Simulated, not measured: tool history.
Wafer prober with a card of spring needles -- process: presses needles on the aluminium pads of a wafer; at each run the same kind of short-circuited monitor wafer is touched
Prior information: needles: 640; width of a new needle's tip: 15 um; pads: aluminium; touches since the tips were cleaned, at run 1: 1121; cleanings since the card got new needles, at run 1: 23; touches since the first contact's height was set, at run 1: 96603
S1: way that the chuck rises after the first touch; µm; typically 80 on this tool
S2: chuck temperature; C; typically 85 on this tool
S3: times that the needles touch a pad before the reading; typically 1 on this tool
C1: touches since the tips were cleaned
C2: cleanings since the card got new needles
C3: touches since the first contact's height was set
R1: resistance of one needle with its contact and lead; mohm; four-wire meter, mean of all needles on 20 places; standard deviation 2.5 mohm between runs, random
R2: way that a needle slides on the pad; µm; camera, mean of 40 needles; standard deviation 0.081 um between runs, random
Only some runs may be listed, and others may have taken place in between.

run    hour  S1   S2  S3    C1   C2      C3   R1     R2
  1     0.0  80   85   1  1121   23   96603  334  13.49
       10.5  -- tips cleaned on abrasive film
       28.0  -- tips cleaned on abrasive film
       42.0  -- tips cleaned on abrasive film
  2    44.3  80   85   1   599   26  107913  316  13.38
       58.3  -- tips cleaned on abrasive film
       72.3  -- tips cleaned on abrasive film
       89.8  -- tips cleaned on abrasive film
      107.3  -- tips cleaned on abrasive film
      124.8  -- tips cleaned on abrasive film
  3   125.8  80   28   1   255   31  128692  288  13.34
      139.7  -- tips cleaned on abrasive film
      153.7  -- tips cleaned on abrasive film
      171.2  -- tips cleaned on abrasive film
      185.2  -- tips cleaned on abrasive film
  4   193.8  80   85   1  2202   35  146064  350  13.24
      200.8  -- tips cleaned on abrasive film
      214.8  -- tips cleaned on abrasive film
      232.3  -- tips cleaned on abrasive film
      249.8  -- tips cleaned on abrasive film
      267.3  -- tips cleaned on abrasive film
      281.3  -- tips cleaned on abrasive film
  5   288.1  80   85   1  1759   41  170131  357  13.29
      298.6  -- tips cleaned on abrasive film
      312.6  -- tips cleaned on abrasive film
      312.9  -- height of the first contact set anew
      330.4  -- tips cleaned on abrasive film
      347.9  -- tips cleaned on abrasive film
      365.4  -- tips cleaned on abrasive film
  6   378.8  80   85   1  3462   46   16846  382  13.91
      382.4  -- tips cleaned on abrasive film
      399.9  -- tips cleaned on abrasive film
      417.4  -- tips cleaned on abrasive film
      434.8  -- tips cleaned on abrasive film
  7   444.4  80   85   1  2469   50   33593  364  13.98
      451.5  -- tips cleaned on abrasive film
      469.0  -- tips cleaned on abrasive film
      483.0  -- tips cleaned on abrasive film
  8   491.4  80   85   1  2155   53   45564  364  13.79
      498.4  -- tips cleaned on abrasive film
      512.4  -- tips cleaned on abrasive film
      529.9  -- tips cleaned on abrasive film
      543.9  -- tips cleaned on abrasive film
      561.4  -- tips cleaned on abrasive film
      578.8  -- tips cleaned on abrasive film
  9   580.4  80   85   1   412   59   68284  309  13.78
      594.4  -- tips cleaned on abrasive film
      611.9  -- tips cleaned on abrasive film
      625.9  -- tips cleaned on abrasive film
      643.4  -- tips cleaned on abrasive film
 10   653.0  80   85   1  2480   63   86825  365  13.58
      660.1  -- tips cleaned on abrasive film
      677.6  -- tips cleaned on abrasive film
      695.0  -- tips cleaned on abrasive film
      712.5  -- tips cleaned on abrasive film
      727.0  -- tips cleaned on abrasive film
 11   727.0  80   85   1     0   68  105682  297  13.50
      741.0  -- tips cleaned on abrasive film
      758.4  -- tips cleaned on abrasive film
      775.9  -- tips cleaned on abrasive film
 12   780.4  80   85   1  1150   71  119329  338  13.47
      790.9  -- tips cleaned on abrasive film
      808.4  -- tips cleaned on abrasive film
      825.9  -- tips cleaned on abrasive film
 13   839.0  80   85   1  3360   74  134290  400  13.36
      842.5  -- tips cleaned on abrasive film
      860.0  -- tips cleaned on abrasive film
      877.5  -- tips cleaned on abrasive film
      894.9  -- tips cleaned on abrasive film
      910.7  -- tips cleaned on abrasive film
 14   910.7  88   30   1     0   79  152587  275  14.74
      924.7  -- tips cleaned on abrasive film
      942.2  -- tips cleaned on abrasive film
      956.2  -- tips cleaned on abrasive film
      973.6  -- tips cleaned on abrasive film
      987.6  -- tips cleaned on abrasive film
 15   990.0  61   27   3   606   84  172826  296   9.87
     1004.0  -- tips cleaned on abrasive film
     1004.3  -- height of the first contact set anew
     1018.3  -- tips cleaned on abrasive film
     1035.8  -- tips cleaned on abrasive film
     1053.3  -- tips cleaned on abrasive film
 16  1061.3  61   27   3  2074   88   14568  326  10.56
     1068.4  -- tips cleaned on abrasive film
     1085.9  -- tips cleaned on abrasive film
     1103.3  -- tips cleaned on abrasive film
     1120.8  -- tips cleaned on abrasive film
     1138.3  -- tips cleaned on abrasive film
 17  1141.2  61   27   3   738   93   34940  308  10.56
     1155.2  -- tips cleaned on abrasive film
     1169.2  -- tips cleaned on abrasive film
     1183.2  -- tips cleaned on abrasive film
     1200.6  -- tips cleaned on abrasive film
     1214.6  -- tips cleaned on abrasive film
 18  1225.1  75   85   1  2689   98   56369  399  12.86
     1232.1  -- tips cleaned on abrasive film
     1249.5  -- tips cleaned on abrasive film
     1263.5  -- tips cleaned on abrasive film
     1281.0  -- tips cleaned on abrasive film
 19  1288.7  75   85   1  1974  102   72598  375  12.71
     1295.7  -- tips cleaned on abrasive film
     1313.2  -- tips cleaned on abrasive film
     1327.2  -- tips cleaned on abrasive film
     1344.7  -- tips cleaned on abrasive film
 20  1356.7  87  122   1  3078  106   89953  391  14.67
     1360.3  -- tips cleaned on abrasive film
     1374.2  -- tips cleaned on abrasive film
     1391.7  -- tips cleaned on abrasive film
     1409.2  -- tips cleaned on abrasive film
     1424.3  -- tips cleaned on abrasive film
 21  1424.3  87  122   1     0  111  107184  305  14.59
     1441.7  -- tips cleaned on abrasive film
     1455.7  -- tips cleaned on abrasive film
     1473.2  -- tips cleaned on abrasive film
     1490.7  -- tips cleaned on abrasive film
 22  1499.0  72  107   2  2124  115  126263  357  12.00
     1506.0  -- tips cleaned on abrasive film
     1523.5  -- tips cleaned on abrasive film
     1540.8  -- tips cleaned on abrasive film
 23  1540.8  80  105   1     0  118  136940  309  13.30
     1554.8  -- tips cleaned on abrasive film
     1572.3  -- tips cleaned on abrasive film
 24  1582.9  80  105   1  2711  120  147683  411  13.31
     1586.4  -- tips cleaned on abrasive film
     1600.4  -- tips cleaned on abrasive film
     1617.9  -- tips cleaned on abrasive film
     1635.4  -- tips cleaned on abrasive film
     1649.4  -- tips cleaned on abrasive film
     1666.8  -- tips cleaned on abrasive film
 25  1674.1  84   90   1  1872  126  170967  378  13.85
     1681.2  -- tips cleaned on abrasive film
     1695.4  -- height of the first contact set anew
     1699.0  -- tips cleaned on abrasive film
     1716.4  -- tips cleaned on abrasive film
     1733.9  -- tips cleaned on abrasive film
     1747.9  -- tips cleaned on abrasive film
     1765.4  -- tips cleaned on abrasive film
 26  1770.2  84   37   1  1239  132   19087  333  14.64

Some steps in R1, run to run, broken into two amounts with sign: the step expected even without the hidden condition (settings, incoming material, random variation), and the rest, left for the hidden condition together with whatever gauge scatter is not in both the measured and the hidden-condition-free result:
What the log doesn't record here: debris on the tips, nm; way that the needles fall short of the set height, um; tips' diameter, um; drift of the gauge itself on contact_mohm, %; drift of the gauge itself on scrub_um, %.
Run 13 -> 14: S1 80 -> 88, S2 85 -> 30, tips cleaned on abrasive film, tips cleaned on abrasive film, tips cleaned on abrasive film, tips cleaned on abrasive film, tips cleaned on abrasive film. R1 -125 mohm: hidden state -96, all else -29.
Run 23 -> 24: tips cleaned on abrasive film, tips cleaned on abrasive film. R1 +102 mohm: hidden state +103, all else -1.
